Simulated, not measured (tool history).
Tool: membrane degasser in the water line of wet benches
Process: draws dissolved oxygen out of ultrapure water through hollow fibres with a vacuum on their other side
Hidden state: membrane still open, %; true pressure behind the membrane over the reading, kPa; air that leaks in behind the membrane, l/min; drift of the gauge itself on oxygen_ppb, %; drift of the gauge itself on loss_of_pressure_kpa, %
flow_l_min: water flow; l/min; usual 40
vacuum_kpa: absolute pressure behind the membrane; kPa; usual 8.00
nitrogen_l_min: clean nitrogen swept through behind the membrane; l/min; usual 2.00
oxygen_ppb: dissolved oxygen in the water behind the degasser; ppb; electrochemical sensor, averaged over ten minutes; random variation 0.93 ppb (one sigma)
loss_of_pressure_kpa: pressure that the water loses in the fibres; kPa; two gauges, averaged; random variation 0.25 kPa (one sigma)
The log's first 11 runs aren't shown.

run	hour	flow_l_min	vacuum_kpa	nitrogen_l_min	hours since the membrane was changed	hours since the vacuum gauge was calibrated	hours since the vacuum lines were made tight	oxygen_ppb	loss_of_pressure_kpa
12	642.6	40	8.00	2.00	2624	847	924	212.8	65.39
# hour 650.2: vacuum gauge calibrated
13	723.3	40	8.00	2.00	2704	73	1004	213.7	65.22
14	794.5	40	8.00	2.00	2775	144	1076	213.5	65.11
# hour 808.5: vacuum gauge calibrated, once more
15	836.9	40	8.00	4.92	2817	28	1117	95.2	65.27
16	903.0	40	8.00	2.00	2883	95	1184	212.9	65.55
17	980.7	53	8.00	5.09	2961	172	1261	129.0	86.39
18	1022.4	40	10.89	1.15	3002	214	1303	529.1	65.28
19	1059.7	50	8.00	2.16	3040	251	1340	247.6	81.67
20	1121.0	50	8.00	2.16	3101	313	1402	248.2	81.72
21	1202.6	62	6.97	3.03	3183	394	1483	193.1	101.35
22	1257.2	42	5.76	2.00	3237	449	1538	122.0	69.07
23	1310.6	42	5.76	2.00	3291	502	1591	123.6	68.89
24	1389.7	36	8.00	2.00	3370	581	1670	194.0	58.47
25	1428.7	36	8.00	2.00	3409	620	1709	194.1	59.28
26	1469.0	36	8.00	2.00	3449	661	1750	195.0	58.68
27	1503.8	45	10.37	2.82	3484	695	1784	261.0	73.59
28	1542.3	30	11.64	3.85	3522	734	1823	156.0	49.21
29	1616.6	30	11.64	3.85	3597	808	1897	156.3	49.19
30	1656.5	42	13.78	3.85	3637	848	1937	267.7	68.97
31	1690.0	40	5.38	2.00	3670	882	1971	101.9	65.63
32	1725.5	40	5.38	2.00	3706	917	2006	102.4	65.72

4 ways to go on from here, each from the tool as it stands after run 32. What would each give?
A	1793.4	40	8.00	1.53	3773	985	2074	?	?
B	1793.4	35	9.39	2.00	3773	985	2074	?	?
C	1793.4	40	5.43	2.00	3773	985	2074	?	?
D	1793.4	32	10.60	2.00	3773	985	2074	?	?

run	oxygen_ppb	loss_of_pressure_kpa
A	270.0	65.46
B	240.4	57.23
C	103.6	65.95
D	263.8	52.61
Without the tool's hidden state the same runs would have given:
run	oxygen_ppb	loss_of_pressure_kpa
A	266.0	64.47
B	237.4	56.36
C	100.3	64.96
D	260.9	51.82
